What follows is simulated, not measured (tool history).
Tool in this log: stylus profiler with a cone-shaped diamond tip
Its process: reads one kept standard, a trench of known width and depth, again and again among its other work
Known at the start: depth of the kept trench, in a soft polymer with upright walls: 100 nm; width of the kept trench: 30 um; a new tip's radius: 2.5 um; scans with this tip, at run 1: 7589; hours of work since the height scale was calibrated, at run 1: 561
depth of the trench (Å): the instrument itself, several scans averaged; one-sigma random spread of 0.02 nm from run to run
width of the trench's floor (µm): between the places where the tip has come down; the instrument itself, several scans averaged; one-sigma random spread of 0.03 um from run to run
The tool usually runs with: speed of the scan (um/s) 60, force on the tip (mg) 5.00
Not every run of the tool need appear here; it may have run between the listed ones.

| run | hour | speed of the scan (um/s) | force on the tip (mg) | scans with this tip | hours of work since the height scale was calibrated | depth of the trench (Å) | width of the trench's floor (µm) |
|---|---|---|---|---|---|---|---|
| 1 | 0.0 | 60 | 5.00 | 7589 | 561 | 1017.9 | 28.46 |
| 2 | 16.9 | 60 | 5.00 | 7754 | 573 | 1017.8 | 28.51 |
| 3 | 40.6 | 60 | 3.23 | 7986 | 590 | 1013.4 | 28.52 |
| 4 | 58.5 | 60 | 3.23 | 8161 | 603 | 1013.3 | 28.50 |
| 5 | 73.5 | 60 | 3.23 | 8307 | 614 | 1013.4 | 28.49 |
|  | 81.2 | new tip fitted, height scale calibrated |
| 6 | 86.8 | 49 | 5.00 | 55 | 4 | 1018.4 | 28.47 |
| 7 | 101.0 | 49 | 5.00 | 193 | 14 | 1017.9 | 28.49 |
| 8 | 122.0 | 164 | 5.00 | 398 | 29 | 1018.4 | 28.33 |
| 9 | 137.4 | 53 | 5.00 | 548 | 40 | 1017.6 | 28.46 |
| 10 | 155.8 | 53 | 5.00 | 729 | 54 | 1017.7 | 28.51 |
| 11 | 166.2 | 23 | 5.00 | 830 | 61 | 1018.1 | 28.53 |
| 12 | 180.7 | 60 | 5.00 | 972 | 72 | 1017.8 | 28.51 |
| 13 | 199.1 | 60 | 5.00 | 1151 | 85 | 1018.0 | 28.54 |
| 14 | 222.8 | 60 | 5.00 | 1382 | 102 | 1017.9 | 28.44 |
| 15 | 247.3 | 60 | 5.00 | 1622 | 120 | 1018.1 | 28.54 |
| 16 | 263.4 | 60 | 5.00 | 1779 | 131 | 1018.0 | 28.53 |
| 17 | 283.3 | 60 | 5.00 | 1974 | 146 | 1018.1 | 28.53 |
| 18 | 305.0 | 60 | 5.00 | 2185 | 161 | 1018.0 | 28.52 |
| 19 | 320.7 | 103 | 5.00 | 2338 | 173 | 1017.8 | 28.49 |
| 20 | 333.2 | 62 | 11.81 | 2461 | 182 | 1032.1 | 28.49 |
| 21 | 352.8 | 62 | 11.81 | 2652 | 196 | 1032.1 | 28.51 |
| 22 | 376.5 | 138 | 3.55 | 2883 | 213 | 1014.0 | 28.33 |
| 23 | 387.3 | 23 | 9.73 | 2988 | 221 | 1027.8 | 28.50 |
| 24 | 405.4 | 28 | 6.84 | 3166 | 234 | 1021.8 | 28.57 |
| 25 | 417.0 | 28 | 6.84 | 3279 | 242 | 1022.3 | 28.52 |
| 26 | 434.8 | 162 | 8.96 | 3452 | 255 | 1026.3 | 28.48 |
| 27 | 445.9 | 162 | 8.96 | 3561 | 263 | 1026.3 | 28.42 |
| 28 | 458.1 | 81 | 2.04 | 3680 | 272 | 1010.2 | 28.37 |
| 29 | 477.2 | 53 | 2.04 | 3867 | 286 | 1009.6 | 28.46 |
| 30 | 487.7 | 37 | 3.54 | 3969 | 293 | 1014.2 | 28.53 |
| 31 | 505.4 | 94 | 5.11 | 4142 | 306 | 1018.1 | 28.43 |
| 32 | 520.4 | 83 | 4.39 | 4288 | 317 | 1016.6 | 28.43 |
| 33 | 544.9 | 21 | 5.00 | 4527 | 334 | 1018.0 | 28.62 |
| 34 | 563.5 | 21 | 5.00 | 4709 | 348 | 1018.0 | 28.56 |
| 35 | 587.7 | 53 | 5.00 | 4945 | 365 | 1017.9 | 28.57 |
| 36 | 600.4 | 20 | 1.81 | 5070 | 374 | 1009.3 | 28.56 |

Results for each run, recomputed without the tool's hidden state and with each run's random variation untouched:
What the log doesn't record here: radius of the tip, um; height scale over the true one, %; drift of the gauge itself on depth_nm, %; drift of the gauge itself on floor_um, %.
| run | width of the trench's floor (µm) |
|---|---|
| 1 | 28.48 |
| 2 | 28.53 |
| 3 | 28.54 |
| 4 | 28.52 |
| 5 | 28.52 |
| 6 | 28.47 |
| 7 | 28.49 |
| 8 | 28.33 |
| 9 | 28.46 |
| 10 | 28.51 |
| 11 | 28.54 |
| 12 | 28.51 |
| 13 | 28.54 |
| 14 | 28.45 |
| 15 | 28.54 |
| 16 | 28.53 |
| 17 | 28.54 |
| 18 | 28.52 |
| 19 | 28.50 |
| 20 | 28.50 |
| 21 | 28.52 |
| 22 | 28.34 |
| 23 | 28.51 |
| 24 | 28.58 |
| 25 | 28.53 |
| 26 | 28.49 |
| 27 | 28.43 |
| 28 | 28.38 |
| 29 | 28.47 |
| 30 | 28.55 |
| 31 | 28.44 |
| 32 | 28.44 |
| 33 | 28.63 |
| 34 | 28.57 |
| 35 | 28.58 |
| 36 | 28.57 |
depth of the trench (Å): at most 0.1 away from the measurement, every run.
